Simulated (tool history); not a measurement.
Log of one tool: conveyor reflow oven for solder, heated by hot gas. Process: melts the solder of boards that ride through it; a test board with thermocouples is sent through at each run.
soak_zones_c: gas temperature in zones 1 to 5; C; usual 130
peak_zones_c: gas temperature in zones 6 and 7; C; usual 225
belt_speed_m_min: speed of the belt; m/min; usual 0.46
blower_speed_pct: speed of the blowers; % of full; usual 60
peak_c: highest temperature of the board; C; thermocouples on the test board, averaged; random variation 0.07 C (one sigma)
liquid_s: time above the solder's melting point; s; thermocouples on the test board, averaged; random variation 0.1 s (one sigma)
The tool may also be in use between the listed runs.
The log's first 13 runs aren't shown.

run     day  soak_zones_c  peak_zones_c  belt_speed_m_min  blower_speed_pct  hours of work since the flux was cleaned out  hours of work since the belt drive was overhauled  hours of work since the thermocouples were changed  peak_c  liquid_s
 14  13.562           130           225             0.433                60                                            33                                                173                                                 262  202.96      42.7
 15  14.246           130           225              0.46                60                                            44                                                185                                                 273  200.66      36.6
 16  15.146           130           225              0.46                60                                            59                                                199                                                 288  200.49      36.5
 17  16.242           137           217             0.529                87                                            76                                                217                                                 306  199.92      34.3
 18  17.258           137           217             0.529                69                                            93                                                234                                                 322   194.4      24.5
 19  18.058           122           217             0.529                69                                           106                                                247                                                 335  190.13      14.8
 20  19.321           122           217             0.529                69                                           126                                                267                                                 356     190      14.5
 21  20.575           138           225             0.372                60                                           147                                                288                                                 376  208.94      63.8
 22  21.533           133           225             0.372                56                                           162                                                303                                                 392  206.49      57.6
 23  22.238           118           223             0.438                62                                           174                                                315                                                 403  197.82      31.6
 24  22.775           118           223             0.438                62                                           183                                                323                                                 412  197.95      31.6
 25  23.617           130           225             0.387                60                                           196                                                337                                                 426   205.8      53.3
     23.925  -- flux residue cleaned out of gas plates and filters
 26  24.717           130           225             0.387                60                                            13                                                352                                                 440  206.88      55.2
 27  25.971           130           225             0.387                60                                            33                                                372                                                 461  206.78      55.1
 28  27.167           135           218             0.449                52                                            53                                                392                                                 480   193.5      26.9
 29  28.279           130           237              0.46                60                                            71                                                410                                                 498     210      48.1
 30  29.288           130           237              0.46                60                                            87                                                426                                                 515  210.02        48

3 ways to go on from here, each from the tool as it stands after run 30. What would each give?
  A  30.496           119           221             0.458                60                                           107                                                446                                                 534       ?         ?
  B  30.496           130           237              0.46                82                                           107                                                446                                                 534       ?         ?
  C  30.496           130           233              0.46                60                                           107                                                446                                                 534       ?         ?

run  peak_c  liquid_s
  A  194.35      24.6
  B  218.11      56.9
  C  206.48      44.4
Without the tool's hidden state the same runs would have given:
run  peak_c  liquid_s
  A  195.18      25.8
  B  219.17      57.1
  C  207.31      44.9

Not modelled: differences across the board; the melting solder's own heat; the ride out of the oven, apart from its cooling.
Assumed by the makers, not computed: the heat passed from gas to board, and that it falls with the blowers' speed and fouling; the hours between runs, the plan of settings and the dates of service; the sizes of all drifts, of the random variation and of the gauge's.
